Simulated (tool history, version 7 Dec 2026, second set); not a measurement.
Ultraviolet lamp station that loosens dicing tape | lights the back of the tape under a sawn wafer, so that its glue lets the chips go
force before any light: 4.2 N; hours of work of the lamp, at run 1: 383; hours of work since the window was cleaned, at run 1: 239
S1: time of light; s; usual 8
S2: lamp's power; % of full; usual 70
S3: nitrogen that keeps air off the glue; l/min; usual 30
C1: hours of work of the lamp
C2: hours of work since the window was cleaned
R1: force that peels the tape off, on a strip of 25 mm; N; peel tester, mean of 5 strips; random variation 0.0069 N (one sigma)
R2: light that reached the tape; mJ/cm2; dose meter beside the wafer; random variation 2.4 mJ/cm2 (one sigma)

| run | hour | S1 | S2 | S3 | C1 | C2 | R1 | R2 |
|---|---|---|---|---|---|---|---|---|
| 1 | 0 | 8 | 70 | 30 | 383 | 239 | 0.353 | 192 |
| 2 | 35.2 | 8 | 70 | 30 | 409 | 265 | 0.367 | 184 |
| 3 | 89 | 8 | 70 | 30 | 448 | 305 | 0.378 | 180 |
| 4 | 130.5 | 8 | 70 | 30 | 479 | 335 | 0.391 | 177 |
|  | 187.2 | window cleaned of glue's vapour |
| 5 | 197.5 | 8 | 82 | 30 | 528 | 8 | 0.247 | 236 |
| 6 | 263.4 | 8 | 71 | 30 | 577 | 56 | 0.33 | 196 |
| 7 | 304.1 | 8 | 71 | 30 | 607 | 86 | 0.356 | 188 |
| 8 | 368.6 | 14 | 70 | 27 | 655 | 134 | 0.201 | 319 |
| 9 | 419.3 | 14 | 99 | 45 | 692 | 172 | 0.182 | 433 |
| 10 | 481.9 | 14 | 99 | 45 | 738 | 218 | 0.196 | 417 |
| 11 | 532.3 | 8 | 96 | 10 | 776 | 255 | 0.424 | 225 |
| 12 | 599.9 | 8 | 96 | 10 | 826 | 305 | 0.46 | 214 |
| 13 | 660.2 | 4 | 71 | 10 | 870 | 350 | 1.776 | 77 |

Forecast each of these 4 alternatives for the next run:
|  | 692.4 | window cleaned of glue's vapour |
| A | 695.5 | 6 | 95 | 32 | 896 | 2 | ? | ? |
|  | 692.4 | window cleaned of glue's vapour |
| B | 695.5 | 8 | 86 | 44 | 896 | 2 | ? | ? |
|  | 692.4 | window cleaned of glue's vapour |
| C | 695.5 | 6 | 67 | 14 | 896 | 2 | ? | ? |
|  | 692.4 | window cleaned of glue's vapour |
| D | 695.5 | 9 | 74 | 25 | 896 | 2 | ? | ? |

| run | R1 | R2 |
|---|---|---|
| A | 0.398 | 176 |
| B | 0.262 | 214 |
| C | 0.927 | 121 |
| D | 0.333 | 200 |
Without the tool's hidden state the same runs would have given:
| run | R1 | R2 |
|---|---|---|
| A | 0.238 | 259 |
| B | 0.189 | 315 |
| C | 0.518 | 179 |
| D | 0.215 | 296 |
